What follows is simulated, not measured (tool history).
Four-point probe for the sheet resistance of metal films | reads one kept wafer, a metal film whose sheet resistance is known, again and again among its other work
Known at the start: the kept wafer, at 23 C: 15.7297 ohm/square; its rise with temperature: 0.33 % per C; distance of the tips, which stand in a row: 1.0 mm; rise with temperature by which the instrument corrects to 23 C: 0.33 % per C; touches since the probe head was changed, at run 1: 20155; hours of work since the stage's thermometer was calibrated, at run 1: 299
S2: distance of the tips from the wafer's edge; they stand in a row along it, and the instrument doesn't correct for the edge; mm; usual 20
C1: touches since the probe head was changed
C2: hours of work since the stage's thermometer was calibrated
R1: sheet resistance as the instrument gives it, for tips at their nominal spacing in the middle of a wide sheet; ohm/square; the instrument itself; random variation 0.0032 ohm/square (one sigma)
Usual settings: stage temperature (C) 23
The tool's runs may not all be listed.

{"run": 1, "hour": 0.0, "stage temperature (C)": 23, "S2": 20, "C1": 20155, "C2": 299, "R1": 15.851543}
{"run": 2, "hour": 35.1, "stage temperature (C)": 23, "S2": 20, "C1": 21114, "C2": 319, "R1": 15.86041}
{"run": 3, "hour": 67.3, "stage temperature (C)": 23, "S2": 20, "C1": 21990, "C2": 337, "R1": 15.862799}
{"run": 4, "hour": 83.3, "stage temperature (C)": 23, "S2": 7, "C1": 22426, "C2": 346, "R1": 16.013018}
{"run": 5, "hour": 112.6, "stage temperature (C)": 23, "S2": 7, "C1": 23226, "C2": 362, "R1": 16.01318}
{"run": 6, "hour": 146.6, "stage temperature (C)": 23, "S2": 7, "C1": 24154, "C2": 381, "R1": 16.007746}
{"run": 7, "hour": 182.6, "stage temperature (C)": 23, "S2": 4, "C1": 25136, "C2": 401, "R1": 16.361809}
{"run": 8, "hour": 202.0, "stage temperature (C)": 29, "S2": 20, "C1": 25666, "C2": 412, "R1": 15.871079}
{"run": 9, "hour": 221.7, "stage temperature (C)": 23, "S2": 3, "C1": 26203, "C2": 423, "R1": 16.742864}
{"run": 10, "hour": 255.7, "stage temperature (C)": 23, "S2": 3, "C1": 27131, "C2": 442, "R1": 16.742813}
{"run": 11, "hour": 287.9, "stage temperature (C)": 33, "S2": 20, "C1": 28009, "C2": 460, "R1": 15.884904}
{"run": 12, "hour": 324.4, "stage temperature (C)": 23, "S2": 15, "C1": 29005, "C2": 480, "R1": 15.892732}
{"run": 13, "hour": 339.2, "stage temperature (C)": 23, "S2": 15, "C1": 29408, "C2": 488, "R1": 15.894144}
{"run": 14, "hour": 358.2, "stage temperature (C)": 23, "S2": 15, "C1": 29927, "C2": 499, "R1": 15.892657}
{"run": 15, "hour": 376.5, "stage temperature (C)": 23, "S2": 15, "C1": 30426, "C2": 509, "R1": 15.900545}
{"run": 16, "hour": 408.3, "stage temperature (C)": 23, "S2": 15, "C1": 31293, "C2": 527, "R1": 15.90191}
{"run": 17, "hour": 429.3, "stage temperature (C)": 29, "S2": 20, "C1": 31865, "C2": 538, "R1": 15.890947}
{"run": 18, "hour": 456.8, "stage temperature (C)": 29, "S2": 20, "C1": 32615, "C2": 554, "R1": 15.895767}
{"run": 19, "hour": 484.7, "stage temperature (C)": 23, "S2": 5, "C1": 33377, "C2": 569, "R1": 16.205586}
{"run": 20, "hour": 503.7, "stage temperature (C)": 19, "S2": 5, "C1": 33895, "C2": 580, "R1": 16.204754}
{"run": 21, "hour": 521.4, "stage temperature (C)": 28, "S2": 4, "C1": 34377, "C2": 590, "R1": 16.389157}
{"run": 22, "hour": 538.4, "stage temperature (C)": 19, "S2": 20, "C1": 34842, "C2": 599, "R1": 15.885176}
{"run": 23, "hour": 569.7, "stage temperature (C)": 32, "S2": 38, "C1": 35695, "C2": 616, "R1": 15.884166}
{"run": 24, "hour": 588.7, "stage temperature (C)": 22, "S2": 14, "C1": 36215, "C2": 627, "R1": 15.915325}
{"run": 25, "hour": 606.4, "stage temperature (C)": 19, "S2": 20, "C1": 36697, "C2": 637, "R1": 15.895214}

Measured less the same run without the tool's hidden state. The same run-to-run variation is in both; the gauge's scatter may not be:
The hidden state here: inner tips' distance over the nominal, %; tips' flats over new ones', %; wafer's true temperature over the reading, C; drift of the gauge itself on sheet_ohm, %.
run=1 R1=+0.102651
run=2 R1=+0.105397
run=3 R1=+0.107884
run=4 R1=+0.110010
run=5 R1=+0.112120
run=6 R1=+0.114827
run=7 R1=+0.119967
run=8 R1=+0.117947
run=9 R1=+0.125561
run=10 R1=+0.128159
run=11 R1=+0.124170
run=12 R1=+0.127102
run=13 R1=+0.128235
run=14 R1=+0.129632
run=15 R1=+0.131009
run=16 R1=+0.133553
run=17 R1=+0.134784
run=18 R1=+0.136920
run=19 R1=+0.141680
run=20 R1=+0.143048
run=21 R1=+0.145568
run=22 R1=+0.142964
run=23 R1=+0.144919
run=24 R1=+0.146890
run=25 R1=+0.148258
